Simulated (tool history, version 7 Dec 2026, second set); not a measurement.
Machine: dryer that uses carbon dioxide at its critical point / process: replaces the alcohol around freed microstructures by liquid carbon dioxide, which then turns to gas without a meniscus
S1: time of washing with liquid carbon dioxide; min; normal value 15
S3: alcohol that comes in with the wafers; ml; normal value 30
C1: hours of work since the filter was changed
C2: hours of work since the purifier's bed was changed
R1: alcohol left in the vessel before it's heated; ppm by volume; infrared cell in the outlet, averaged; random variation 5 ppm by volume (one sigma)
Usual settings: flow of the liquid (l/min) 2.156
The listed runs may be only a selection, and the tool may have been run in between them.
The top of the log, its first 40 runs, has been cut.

{"run": 41, "hour": 470.7, "S1": 15, "flow of the liquid (l/min)": 3.66, "S3": 27, "C1": 206, "C2": 355, "R1": 49}
{"run": 42, "hour": 483.1, "S1": 16, "flow of the liquid (l/min)": 1.35, "S3": 21, "C1": 211, "C2": 360, "R1": 180}
{"run": 43, "hour": 491.7, "S1": 17, "flow of the liquid (l/min)": 1.35, "S3": 21, "C1": 215, "C2": 364, "R1": 159}
{"run": 44, "hour": 501.3, "S1": 9, "flow of the liquid (l/min)": 2.156, "S3": 106, "C1": 218, "C2": 367, "R1": 874}
{"run": 45, "hour": 517.7, "S1": 12, "flow of the liquid (l/min)": 2.156, "S3": 106, "C1": 225, "C2": 374, "R1": 338}
{"run": 46, "hour": 531.9, "S1": 20, "flow of the liquid (l/min)": 2.156, "S3": 48, "C1": 231, "C2": 379, "R1": 73}
{"run": 47, "hour": 546.8, "S1": 20, "flow of the liquid (l/min)": 2.156, "S3": 48, "C1": 237, "C2": 385, "R1": 78}
{"run": 48, "hour": 563.8, "S1": 20, "flow of the liquid (l/min)": 2.98, "S3": 48, "C1": 243, "C2": 392, "R1": 67}

What if the next run were any one of these 3? Each begins from the tool's condition after run 48:
{"run": "A", "hour": 578.2, "S1": 10, "flow of the liquid (l/min)": 2.98, "S3": 91, "C1": 249, "C2": 398, "R1": "?"}
{"run": "B", "hour": 578.2, "S1": 10, "flow of the liquid (l/min)": 2.98, "S3": 87, "C1": 249, "C2": 398, "R1": "?"}
{"run": "C", "hour": 578.2, "S1": 15, "flow of the liquid (l/min)": 1.49, "S3": 30, "C1": 249, "C2": 398, "R1": "?"}

run=A R1=180
run=B R1=188
run=C R1=216
The same runs, with their run-to-run variation unchanged, on a tool lacking any hidden condition would have given:
run=A R1=74
run=B R1=80
run=C R1=109
